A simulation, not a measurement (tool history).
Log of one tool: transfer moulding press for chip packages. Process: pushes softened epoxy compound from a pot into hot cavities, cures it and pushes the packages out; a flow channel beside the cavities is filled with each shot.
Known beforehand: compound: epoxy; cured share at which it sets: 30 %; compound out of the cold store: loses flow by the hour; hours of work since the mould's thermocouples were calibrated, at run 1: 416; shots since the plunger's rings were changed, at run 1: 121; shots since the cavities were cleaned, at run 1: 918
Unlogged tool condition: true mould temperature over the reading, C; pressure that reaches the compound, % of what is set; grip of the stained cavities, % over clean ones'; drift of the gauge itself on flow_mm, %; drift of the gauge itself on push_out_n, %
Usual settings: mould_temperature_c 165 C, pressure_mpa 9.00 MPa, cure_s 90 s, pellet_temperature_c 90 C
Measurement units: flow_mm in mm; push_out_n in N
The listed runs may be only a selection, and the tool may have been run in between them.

run    hour  mould_temperature_c  pressure_mpa  cure_s  pellet_temperature_c  hours of work since the mould's thermocouples were calibrated  shots since the plunger's rings were changed  shots since the cavities were cleaned  incoming compound's hours out of the cold store  flow_mm  push_out_n
  1     0.0                  165          9.00      90                    90                                                            416                                           121                                    918                                             31.7      650         755
       16.8  -- cavities cleaned with cleaning compound and waxed
  2    48.3                  165          9.00      74                    90                                                            447                                           691                                    383                                             41.5      620         906
  3    72.6                  165          9.00      74                    90                                                            464                                           985                                    677                                             28.1      657        1086
       97.4  -- mould's thermocouples calibrated
      110.9  -- cavities cleaned with cleaning compound and waxed
  4   125.7                  165          9.00      74                    90                                                             18                                          1588                                    180                                             46.4      603         863
  5   174.9                  165          9.91      90                    90                                                             51                                          2187                                    779                                              9.5      729         775
      202.4  -- cavities cleaned with cleaning compound and waxed
  6   226.7                  165          9.91      90                    90                                                             84                                          2798                                    295                                             45.2      622         619
  7   261.8                  165          9.91      90                    90                                                            108                                          3225                                    722                                             12.8      712         757
      295.2  -- cavities cleaned with cleaning compound and waxed
  8   304.4                  165          9.00      90                    81                                                            135                                          3725                                    113                                             10.0      680         621
  9   356.1                  165          8.05      90                    90                                                            170                                          4353                                    741                                             29.4      590         732
      385.0  -- cavities cleaned with cleaning compound and waxed
      399.2  -- plunger's sealing rings changed
 10   403.7                  165          8.05      90                    90                                                            199                                            54                                    197                                             47.5      580         577
 11   445.5                  165          9.00      90                    90                                                            227                                           562                                    705                                             36.9      634         729
      477.2  -- cavities cleaned with cleaning compound and waxed
 12   483.5                  161          9.00      90                    90                                                            252                                          1005                                     75                                              9.5      720         702
 13   513.9                  165          9.00      90                    85                                                            272                                          1376                                    446                                             37.1      628         654
      566.8  -- cavities cleaned with cleaning compound and waxed
 14   568.9                  165          9.00      90                    85                                                            308                                          2026                                     25                                             47.6      593         503
 15   603.8                  169          7.75      85                    82                                                            331                                          2450                                    449                                             29.7      585         645
 16   636.1                  171          9.00      90                    90                                                            353                                          2842                                    841                                             26.3      626         653
      659.4  -- cavities cleaned with cleaning compound and waxed
 17   660.7                  171          9.00      90                    90                                                            368                                          3123                                     15                                             14.2      652         454
 18   713.6                  171          6.94      97                    90                                                            403                                          3766                                    658                                             44.8      506         617
 19   736.4                  172          8.82      90                    90                                                            419                                          4044                                    936                                             27.2      603         651
      750.4  -- cavities cleaned with cleaning compound and waxed
 20   773.2                  172          8.82      90                    90                                                            442                                          4473                                    278                                             16.6      626         552
      807.7  -- plunger's sealing rings changed
 21   808.2                  172          8.39      90                    92                                                            464                                             6                                    673                                             20.2      640         641
      834.8  -- mould's thermocouples calibrated
      845.9  -- cavities cleaned with cleaning compound and waxed
 22   850.5                  162          8.39      90                    92                                                              9                                           478                                     56                                             37.1      620         621
 23   895.6                  166          9.44     108                    87                                                             40                                          1026                                    604                                             27.0      669         597
 24   919.0                  166          9.44     108                    87                                                             55                                          1311                                    889                                             32.7      652         679
      935.2  -- cavities cleaned with cleaning compound and waxed
 25   973.7                  166          9.44     108                    87                                                             91                                          1957                                    468                                             26.4      666         587
 26   997.7                  163          9.44     125                    87                                                            107                                          2249                                    760                                             14.4      706         624
     1025.1  -- cavities cleaned with cleaning compound and waxed
 27  1049.6                  163          9.44      84                    87                                                            141                                          2861                                    297                                             21.7      677         830

Measured less the same run without the tool's hidden state. The same run-to-run variation is in both; the gauge's scatter may not be:
run  flow_mm  push_out_n
  1       -4        +235
  2       -9        +162
  3      -12        +276
  4      -16        +109
  5      -26        +237
  6      -27        +111
  7      -35        +223
  8      -39         +53
  9      -40        +216
 10       -3         +71
 11       -8        +209
 12      -14         +13
 13      -16        +141
 14      -21          -2
 15      -25        +142
 16      -30        +210
 17      -34          +2
 18      -31        +178
 19      -40        +213
 20      -46         +93
 21       -2        +183
 22       -4         +32
 23      -10        +165
 24      -13        +225
 25      -19        +149
 26      -23        +198
 27      -29        +131
